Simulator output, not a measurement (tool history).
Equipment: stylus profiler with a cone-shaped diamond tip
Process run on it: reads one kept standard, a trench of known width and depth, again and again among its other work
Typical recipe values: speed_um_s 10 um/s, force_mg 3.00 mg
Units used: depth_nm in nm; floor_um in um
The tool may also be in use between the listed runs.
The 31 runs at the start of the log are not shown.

run	hour	speed_um_s	force_mg	depth_nm	floor_um
32	2469.4	7	1.01	501.96	15.71
33	2519.2	7	1.01	502.35	15.67
34	2578.3	34	2.13	503.39	15.55
35	2655.1	34	2.13	503.08	15.49
36	2749.8	8	4.30	505.23	15.59
37	2850.3	8	4.30	505.04	15.57
38	2945.6	8	6.45	506.78	15.60
39	3058.5	4	5.75	506.10	15.57
40	3121.2	10	2.05	502.37	15.51
41	3215.4	4	5.03	505.25	15.49
42	3297.3	4	1.06	500.84	15.41
43	3401.8	11	1.89	501.48	15.39
44	3462.6	10	1.59	501.42	15.37
45	3518.9	10	1.59	501.44	15.33

Here are 5 independent what-if runs from the current tool condition. What would each one return?
A	3622.0	4	3.93	?	?
B	3622.0	2	5.99	?	?
C	3622.0	17	1.92	?	?
D	3622.0	33	5.04	?	?
E	3622.0	16	1.06	?	?

run	depth_nm	floor_um
A	503.44	15.36
B	505.08	15.39
C	501.35	15.33
D	504.25	15.32
E	500.32	15.23
Without the tool's unlogged condition, the same runs would have read:
run	depth_nm	floor_um
A	505.58	16.98
B	507.23	17.01
C	503.49	16.95
D	506.40	16.94
E	502.45	16.85
